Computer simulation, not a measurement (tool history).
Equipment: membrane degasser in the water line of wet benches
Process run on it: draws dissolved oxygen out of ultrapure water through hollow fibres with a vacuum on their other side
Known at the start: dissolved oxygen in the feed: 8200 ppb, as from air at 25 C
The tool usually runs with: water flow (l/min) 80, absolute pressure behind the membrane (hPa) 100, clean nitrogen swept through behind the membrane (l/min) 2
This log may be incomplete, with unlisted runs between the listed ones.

| run | hour | water flow (l/min) | absolute pressure behind the membrane (hPa) | clean nitrogen swept through behind the membrane (l/min) | dissolved oxygen in the water behind the degasser (ppb) | pressure that the water loses in the fibres (hPa) |
|---|---|---|---|---|---|---|
| 1 | 0 | 80 | 100 | 2 | 534.2 | 310.1 |
| 2 | 184.3 | 80 | 100 | 2 | 535.2 | 308.7 |
| 3 | 357.4 | 80 | 100 | 2 | 533.7 | 311.1 |
|  | 423.6 | vacuum gauge calibrated |
| 4 | 445.9 | 80 | 100 | 2 | 538.9 | 310.9 |
| 5 | 559.8 | 80 | 100 | 2 | 539.9 | 313.1 |
|  | 648.5 | seals of the vacuum lines changed |
| 6 | 722.7 | 80 | 100 | 2 | 541 | 309.8 |
| 7 | 825.7 | 57 | 100 | 2 | 408.4 | 222.6 |
| 8 | 978.3 | 80 | 100 | 5.01 | 258.1 | 309.2 |
| 9 | 1145.4 | 80 | 100 | 2 | 537.4 | 312.7 |
| 10 | 1271.2 | 80 | 61 | 2 | 252.8 | 311.2 |
|  | 1447.6 | vacuum gauge calibrated, once more |
| 11 | 1447.6 | 83 | 192 | 2 | 1178.9 | 326.9 |

Predict the results of run 12:
| 12 | 1537.6 | 65 | 90 | 1.26 | ? | ? |

dissolved oxygen in the water behind the degasser (ppb): 539.4
pressure that the water loses in the fibres (hPa): 251.1
The same run, on a tool lacking any hidden state, would have yielded dissolved oxygen in the water behind the degasser (ppb) 539, pressure that the water loses in the fibres (hPa) 240.5.

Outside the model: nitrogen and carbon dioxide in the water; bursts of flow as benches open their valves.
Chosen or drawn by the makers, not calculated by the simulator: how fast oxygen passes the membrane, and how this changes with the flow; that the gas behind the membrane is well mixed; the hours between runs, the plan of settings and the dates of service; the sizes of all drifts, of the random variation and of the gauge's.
